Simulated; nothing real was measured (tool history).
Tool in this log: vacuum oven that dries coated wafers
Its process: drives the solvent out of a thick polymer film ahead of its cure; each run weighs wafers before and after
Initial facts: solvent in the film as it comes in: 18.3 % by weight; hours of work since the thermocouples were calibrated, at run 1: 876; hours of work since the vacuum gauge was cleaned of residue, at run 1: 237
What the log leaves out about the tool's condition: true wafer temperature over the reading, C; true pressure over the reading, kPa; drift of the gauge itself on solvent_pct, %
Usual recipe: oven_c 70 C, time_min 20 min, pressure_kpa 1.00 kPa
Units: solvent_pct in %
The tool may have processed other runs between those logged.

run   hour  oven_c  time_min  pressure_kpa  hours of work since the thermocouples were calibrated  hours of work since the vacuum gauge was cleaned of residue  solvent_pct
  1    0.0      70        20          1.00                                                    876                                                          237         1.82
  2   17.9      62        20          1.00                                                    887                                                          247         4.61
  3   35.5      70        20          0.64                                                    896                                                          257         1.70
  4   48.1      70        13          0.64                                                    904                                                          264         3.46
  5   65.1      71        20          1.00                                                    913                                                          274         1.58
  6   84.3      70        20          1.00                                                    924                                                          284         1.78
  7   96.3      70        12          1.00                                                    931                                                          291         4.02
  8  110.6      70        12          1.00                                                    939                                                          299         3.99
  9  130.3      70        12          1.00                                                    950                                                          310         3.93
 10  144.1      70        12          1.00                                                    958                                                          318         4.00
 11  164.1      70        12          1.00                                                    969                                                          329         3.96
     168.8  -- oven's thermocouples calibrated
 12  185.3      70        12          1.00                                                      9                                                          340         3.33
 13  197.4      70        12          1.00                                                     16                                                          347         3.35
 14  208.0      58        20          1.00                                                     22                                                          353         5.72
 15  218.5      58        20          1.00                                                     28                                                          359         5.81
 16  231.4      58        20          1.00                                                     35                                                          366         5.80
 17  242.7      58        20          1.00                                                     42                                                          372         5.66
 18  254.9      70        20          1.00                                                     48                                                          379         1.49
 19  267.1      70        20          1.00                                                     55                                                          386         1.51
 20  282.5      70        20          1.00                                                     64                                                          395         1.52
 21  292.7      70        20          1.00                                                     70                                                          401         1.50
 22  308.0      70        20          1.00                                                     78                                                          409         1.51
 23  328.2      70        20          1.14                                                     90                                                          420         1.64
 24  340.1      60        26          1.00                                                     96                                                          427         3.71
     342.6  -- vacuum gauge cleaned of residue and calibrated
 25  359.7      57        26          2.66                                                    106                                                           10         5.92
 26  377.0      61        19          2.66                                                    116                                                           19         5.60
 27  394.0      70        22          3.00                                                    126                                                           29         2.20
 28  406.6      70        16          1.00                                                    133                                                           36         2.33
 29  415.5      61        29          1.10                                                    138                                                           41         2.89
 30  427.0      61        29          1.10                                                    144                                                           47         2.98
     433.4  -- vacuum gauge cleaned of residue and calibrated, once more
 31  437.7      79        30          2.86                                                    150                                                            2         0.89
 32  452.4      70        20          2.80                                                    158                                                           11         2.20
 33  471.2      70        20          2.80                                                    168                                                           21         2.22
 34  491.0      70        20          0.69                                                    179                                                           32         1.26
 35  499.9      70        18          0.69                                                    184                                                           37         1.66
 36  512.7      70        18          0.69                                                    192                                                           45         1.69
 37  521.4      58        12          0.79                                                    197                                                           49         8.31
 38  541.1      58        12          0.79                                                    208                                                           61         8.36
 39  551.8      58        21          0.79                                                    214                                                           67         5.33
 40  569.9      68        20          3.22                                                    224                                                           77         3.02
 41  586.4      68        12          2.12                                                    233                                                           86         4.74
 42  602.8      68        12          2.12                                                    242                                                           95         4.76
 43  611.8      75        33          0.64                                                    247                                                          100         0.27
 44  626.7      75        33          0.64                                                    256                                                          109         0.30
 45  642.4      60        18          0.56                                                    265                                                          118         5.19
 46  651.9      70        33          0.84                                                    270                                                          123         0.66

Predict each of these 5 candidate next runs independently; none follows another, all start after run 46:
  A  670.0      77        10          0.85                                                    280                                                          133            ?
  B  670.0      65        20          2.11                                                    280                                                          133            ?
  C  670.0      84        20          0.69                                                    280                                                          133            ?
  D  670.0      60        33          0.84                                                    280                                                          133            ?
  E  670.0      83        15          2.89                                                    280                                                          133            ?

run  solvent_pct
  A         1.97
  B         3.40
  C         0.21
  D         2.64
  E         0.80
Take away the tool's hidden state, keep each run's random variation, and the runs would have read:
run  solvent_pct
  A         1.84
  B         3.22
  C         0.20
  D         2.48
  E         0.76

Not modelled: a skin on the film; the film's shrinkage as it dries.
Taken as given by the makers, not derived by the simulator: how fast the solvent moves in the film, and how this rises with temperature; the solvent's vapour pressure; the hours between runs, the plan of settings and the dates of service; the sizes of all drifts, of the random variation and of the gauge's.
